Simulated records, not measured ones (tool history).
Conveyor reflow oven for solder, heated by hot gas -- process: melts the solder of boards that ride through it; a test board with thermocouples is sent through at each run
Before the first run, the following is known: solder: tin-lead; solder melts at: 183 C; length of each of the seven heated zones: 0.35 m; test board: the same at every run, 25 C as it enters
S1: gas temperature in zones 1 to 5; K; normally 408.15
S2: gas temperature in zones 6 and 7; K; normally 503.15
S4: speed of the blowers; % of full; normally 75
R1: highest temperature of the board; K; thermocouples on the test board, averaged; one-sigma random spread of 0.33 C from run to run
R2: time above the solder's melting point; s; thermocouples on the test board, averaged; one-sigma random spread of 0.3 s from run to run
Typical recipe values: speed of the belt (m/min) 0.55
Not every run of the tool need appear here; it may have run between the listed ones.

Run 1, hour 0: usual settings. Result: R1 484.25 K, R2 54.1 s.
At hour 22.8: thermocouples of zones 6 and 7 changed.
At hour 39: belt drive overhauled, speed set with a stopwatch.
Run 2, hour 55.8: usual settings. Result: R1 487.05 K, R2 53.8 s.
Run 3, hour 119.8: usual settings. Result: R1 486.85 K, R2 53.5 s.
Run 4, hour 178.8: usual settings but S1 407.15 K. Result: R1 486.35 K, R2 52.5 s.
At hour 240.7: flux residue cleaned out of gas plates and filters.
Run 5, hour 240.9: usual settings but S1 407.15 K. Result: R1 483.75 K, R2 49.4 s.
Run 6, hour 312.5: usual settings. Result: R1 483.15 K, R2 49.5 s.
Run 7, hour 397.5: usual settings. Result: R1 481.95 K, R2 48.1 s.
Run 8, hour 437.7: usual settings. Result: R1 481.45 K, R2 48.1 s.
Run 9, hour 507.7: usual settings. Result: R1 481.65 K, R2 47 s.
Run 10, hour 550.9: usual settings. Result: R1 481.25 K, R2 46.6 s.
Run 11, hour 637: usual settings but S2 510.15 K. Result: R1 485.55 K, R2 51.4 s.
At hour 677.3: flux residue cleaned out of gas plates and filters, once more.
Run 12, hour 731.8: usual settings but S2 510.15 K. Result: R1 495.45 K, R2 60.6 s.
Run 13, hour 820.8: usual settings but S2 510.15 K. Result: R1 494.85 K, R2 60.7 s.
Run 14, hour 872.9: usual settings but S2 510.15 K. Result: R1 494.05 K, R2 60.4 s.
Run 15, hour 949.5: usual settings but S2 510.15 K. Result: R1 493.35 K, R2 59.8 s.
Run 16, hour 1014.4: usual settings but S1 398.15 K, S2 510.15 K, speed of the belt (m/min) 0.574, S4 58 % of full. Result: R1 485.15 K, R2 46.4 s.
Run 17, hour 1057.9: usual settings but S1 398.15 K, S2 510.15 K, speed of the belt (m/min) 0.574, S4 58 % of full. Result: R1 484.95 K, R2 46.6 s.
Run 18, hour 1145.2: usual settings but S1 410.15 K, S2 493.15 K, S4 65 % of full. Result: R1 475.55 K, R2 43.5 s.
Run 19, hour 1237.7: usual settings but S1 419.15 K, S2 493.15 K, S4 76 % of full. Result: R1 477.85 K, R2 51.1 s.
Run 20, hour 1326.3: usual settings but S1 419.15 K, S2 493.15 K, S4 76 % of full. Result: R1 477.75 K, R2 50 s.
At hour 1340.1: flux residue cleaned out of gas plates and filters.
Run 21, hour 1377.4: usual settings but S1 411.15 K, S2 500.15 K, S4 76 % of full. Result: R1 485.75 K, R2 56.1 s.
Run 22, hour 1427.7: usual settings but S4 84 % of full. Result: R1 488.95 K, R2 57.5 s.
At hour 1449.3: thermocouples of zones 6 and 7 changed.
Run 23, hour 1522.5: usual settings but S1 415.15 K, speed of the belt (m/min) 0.442, S4 57 % of full. Result: R1 493.05 K, R2 78.9 s.
Run 24, hour 1603.8: usual settings but S1 415.15 K, speed of the belt (m/min) 0.501, S4 62 % of full. Result: R1 490.45 K, R2 67 s.
Run 25, hour 1659.3: usual settings but speed of the belt (m/min) 0.489. Result: R1 491.95 K, R2 67.4 s.
Run 26, hour 1752: usual settings but speed of the belt (m/min) 0.582. Result: R1 486.05 K, R2 50.6 s.
Run 27, hour 1808.1: usual settings but speed of the belt (m/min) 0.582. Result: R1 485.05 K, R2 50.7 s.
Run 28, hour 1872.3: usual settings but S1 403.15 K. Result: R1 485.75 K, R2 52.3 s.
Run 29, hour 1953.2: usual settings but S1 422.15 K, S2 504.15 K, speed of the belt (m/min) 0.599, S4 58 % of full. Result: R1 483.65 K, R2 51.2 s.

What if the next run were any one of these 4? Each begins from the tool's condition after run 29:
Run A, hour 1995.1: usual settings but S1 422.15 K, S2 497.15 K, speed of the belt (m/min) 0.599, S4 58 % of full. Result: R1 ?, R2 ?.
Run B, hour 1995.1: usual settings but S1 423.15 K, S2 504.15 K, speed of the belt (m/min) 0.599, S4 58 % of full. Result: R1 ?, R2 ?.
Run C, hour 1995.1: usual settings but S1 415.15 K, S2 504.15 K, speed of the belt (m/min) 0.599, S4 69 % of full. Result: R1 ?, R2 ?.
Run D, hour 1995.1: usual settings but S1 399.15 K. Result: R1 ?, R2 ?.

run      R1    R2
  A  477.95  45.5
  B  483.95  52.6
  C  484.15  49.6
  D  484.05  49.1
The same runs, with their run-to-run variation unchanged, on a tool lacking any hidden condition would have given:
run      R1    R2
  A  481.95  49.1
  B  488.15  55.2
  C  488.95  52.6
  D  489.25    53
